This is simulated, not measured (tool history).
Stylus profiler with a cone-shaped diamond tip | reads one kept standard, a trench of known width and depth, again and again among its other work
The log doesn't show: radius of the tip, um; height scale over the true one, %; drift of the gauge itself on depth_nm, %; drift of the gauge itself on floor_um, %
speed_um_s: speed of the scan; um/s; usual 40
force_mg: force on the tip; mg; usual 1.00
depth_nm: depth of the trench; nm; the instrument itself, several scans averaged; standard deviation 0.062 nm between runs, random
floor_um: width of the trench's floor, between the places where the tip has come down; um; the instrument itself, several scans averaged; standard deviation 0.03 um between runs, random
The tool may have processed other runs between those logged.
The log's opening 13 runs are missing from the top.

run	hour	speed_um_s	force_mg	scans with this tip	hours of work since the height scale was calibrated	depth_nm	floor_um
14	232.2	40	1.00	2540	192	503.43	96.49
15	256.1	138	1.00	2689	203	503.49	95.54
16	280.1	40	1.00	2839	215	503.52	96.43
17	298.6	12	1.80	2955	223	505.06	96.65
18	309.5	142	1.80	3022	229	505.18	95.82
19	320.7	11	0.84	3093	234	503.22	96.60
# hour 323.3: height scale calibrated on a step standard
20	343.9	40	1.52	3234	10	504.67	96.41
21	366.0	29	1.00	3372	20	503.72	96.47
22	389.5	40	0.54	3519	31	502.62	96.18
# hour 400.3: height scale calibrated on a step standard, once more
23	412.7	19	1.00	3661	6	503.21	96.48
24	431.4	19	1.00	3777	15	503.11	96.48
25	443.7	25	0.48	3854	20	501.76	96.32
26	466.7	40	0.54	3998	31	502.04	96.16
27	480.5	30	1.00	4084	38	503.16	96.40
28	496.9	41	0.68	4186	46	502.57	96.24
29	518.8	41	0.68	4323	56	502.52	96.15
30	543.1	15	2.98	4475	67	506.72	96.49
31	554.3	15	2.98	4545	73	506.64	96.49
32	566.9	15	2.98	4623	79	506.54	96.48

Each row is a separate what-if for the run after 32, all from the same tool condition, not one after another. Results?
A	581.8	40	2.63	4716	86	?	?
B	581.8	21	2.01	4716	86	?	?
C	581.8	64	1.81	4716	86	?	?

run	depth_nm	floor_um
A	506.23	96.36
B	505.21	96.44
C	504.84	96.11
What these runs would have given with no unlogged condition in the tool:
run	depth_nm	floor_um
A	506.21	96.80
B	505.19	96.88
C	504.82	96.55

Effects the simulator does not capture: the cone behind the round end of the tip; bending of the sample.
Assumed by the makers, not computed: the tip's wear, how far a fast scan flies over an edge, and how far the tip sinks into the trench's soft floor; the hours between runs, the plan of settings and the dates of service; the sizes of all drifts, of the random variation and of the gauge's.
